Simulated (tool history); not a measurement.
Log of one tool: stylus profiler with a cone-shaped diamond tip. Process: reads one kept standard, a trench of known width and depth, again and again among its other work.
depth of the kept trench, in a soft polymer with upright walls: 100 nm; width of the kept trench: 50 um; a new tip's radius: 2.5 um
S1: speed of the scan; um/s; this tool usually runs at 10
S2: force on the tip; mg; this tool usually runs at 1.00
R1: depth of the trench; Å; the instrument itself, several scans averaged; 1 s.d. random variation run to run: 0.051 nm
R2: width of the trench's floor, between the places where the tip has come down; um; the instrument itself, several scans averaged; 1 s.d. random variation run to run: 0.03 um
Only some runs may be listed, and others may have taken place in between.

run,hour,S1,S2,R1,R2
1,0.0,10,1.00,1003.3,48.48
2,9.9,10,1.00,1003.5,48.59
3,18.6,10,1.00,1003.7,48.53
4,27.5,10,1.00,1004.1,48.52
5,37.7,10,1.00,1003.3,48.55
6,51.9,10,1.00,1002.2,48.49
7,68.2,10,1.00,1003.0,48.45
8,85.2,10,1.00,1003.0,48.52
9,99.2,10,1.00,1003.0,48.50
10,110.6,10,2.72,1005.0,48.50
11,118.6,10,2.25,1004.6,48.48
12,127.8,10,2.25,1005.7,48.50
13,143.3,10,1.00,1002.8,48.48
14,154.0,10,1.00,1002.4,48.48
15,164.9,26,1.00,1002.9,48.38
16,172.6,10,0.57,1002.4,48.42
17,184.3,10,0.57,1001.6,48.43
18,196.1,10,1.00,1003.0,48.46
19,208.8,10,1.00,1002.5,48.41
20,225.2,10,1.00,1002.5,48.48
21,234.5,16,1.00,1002.5,48.41
22,253.5,16,1.00,1002.1,48.36
23,265.0,16,1.00,1002.2,48.46
24,283.0,5,2.49,1005.3,48.49
25,298.3,5,1.00,1003.2,48.42
26,313.7,40,0.35,1001.6,48.06
27,327.7,40,0.35,1001.9,47.98
28,339.7,35,0.86,1002.9,48.28
29,349.9,39,2.17,1004.3,48.24
30,361.2,39,2.17,1004.7,48.27
31,379.9,30,1.00,1003.1,48.23
32,393.1,19,0.83,1002.2,48.35
33,405.9,19,0.83,1001.7,48.35
34,423.6,19,0.83,1002.3,48.28
35,439.2,19,0.83,1002.0,48.34
36,451.2,19,0.83,1001.4,48.29
37,463.1,19,0.83,1001.8,48.30
38,475.3,10,1.19,1002.8,48.35
39,483.2,6,1.53,1003.0,48.36
40,495.2,4,2.85,1006.2,48.39
41,512.1,4,2.85,1005.3,48.39
42,529.0,10,1.92,1003.5,48.33
43,541.6,2,0.59,1001.4,48.41
44,558.9,39,1.14,1003.0,48.14
45,573.6,20,0.74,1002.7,48.30
46,586.6,5,0.72,1001.1,48.39

Had the tool no unlogged condition, and each run kept its random variation, what would the results have been?
Hidden state present: radius of the tip, um; height scale over the true one, %; drift of the gauge itself on depth_nm, %; drift of the gauge itself on floor_um, %.
run,R1,R2
1,1003.2,48.49
2,1003.4,48.60
3,1003.7,48.55
4,1004.0,48.55
5,1003.3,48.57
6,1002.1,48.52
7,1003.0,48.49
8,1003.1,48.56
9,1003.0,48.55
10,1005.1,48.56
11,1004.7,48.54
12,1005.8,48.56
13,1002.9,48.54
14,1002.5,48.55
15,1003.0,48.45
16,1002.5,48.50
17,1001.7,48.51
18,1003.2,48.55
19,1002.7,48.50
20,1002.7,48.57
21,1002.8,48.51
22,1002.3,48.46
23,1002.5,48.57
24,1005.6,48.61
25,1003.5,48.55
26,1001.9,48.18
27,1002.3,48.11
28,1003.3,48.41
29,1004.7,48.37
30,1005.1,48.42
31,1003.5,48.38
32,1002.6,48.50
33,1002.1,48.50
34,1002.8,48.45
35,1002.5,48.51
36,1001.9,48.47
37,1002.3,48.48
38,1003.4,48.53
39,1003.5,48.54
40,1006.8,48.58
41,1005.9,48.59
42,1004.1,48.54
43,1002.0,48.62
44,1003.7,48.35
45,1003.3,48.51
46,1001.7,48.61
